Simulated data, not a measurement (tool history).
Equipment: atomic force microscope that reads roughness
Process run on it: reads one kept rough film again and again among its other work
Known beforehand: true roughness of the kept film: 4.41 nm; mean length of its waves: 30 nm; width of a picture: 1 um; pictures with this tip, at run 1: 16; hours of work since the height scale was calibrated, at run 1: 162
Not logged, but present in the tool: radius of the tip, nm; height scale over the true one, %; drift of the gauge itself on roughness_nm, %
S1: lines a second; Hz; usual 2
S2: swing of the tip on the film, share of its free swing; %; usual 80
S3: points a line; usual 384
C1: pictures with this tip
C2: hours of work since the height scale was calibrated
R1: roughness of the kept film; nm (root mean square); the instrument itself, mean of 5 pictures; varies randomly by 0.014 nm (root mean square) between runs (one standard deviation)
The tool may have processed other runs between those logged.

run   hour  S1  S2   S3   C1   C2     R1
  1    0.0   2  80  384   16  162  3.410
  2   14.3   2  64  384   27  168  3.673
  3   34.8   2  80  384   44  177  3.400
  4   49.2   2  80  384   56  183  3.405
  5   67.0   2  80  384   70  191  3.410
  6   78.8   2  80  384   79  196  3.413
  7   89.3   2  80  384   88  200  3.430
  8  105.4   2  80  384  101  207  3.426
  9  116.1   2  80  384  110  212  3.407
 10  133.5   2  80  384  124  219  3.386
 11  145.3   2  80  384  133  225  3.403
 12  153.7   2  70  384  140  228  3.592

For run 13, what comes out?
 13  162.5   2  70  805  147  232   ?

R1: 3.592 nm (root mean square)
Minus the tool's unlogged condition, the same run would have read R1 3.598 nm (root mean square).

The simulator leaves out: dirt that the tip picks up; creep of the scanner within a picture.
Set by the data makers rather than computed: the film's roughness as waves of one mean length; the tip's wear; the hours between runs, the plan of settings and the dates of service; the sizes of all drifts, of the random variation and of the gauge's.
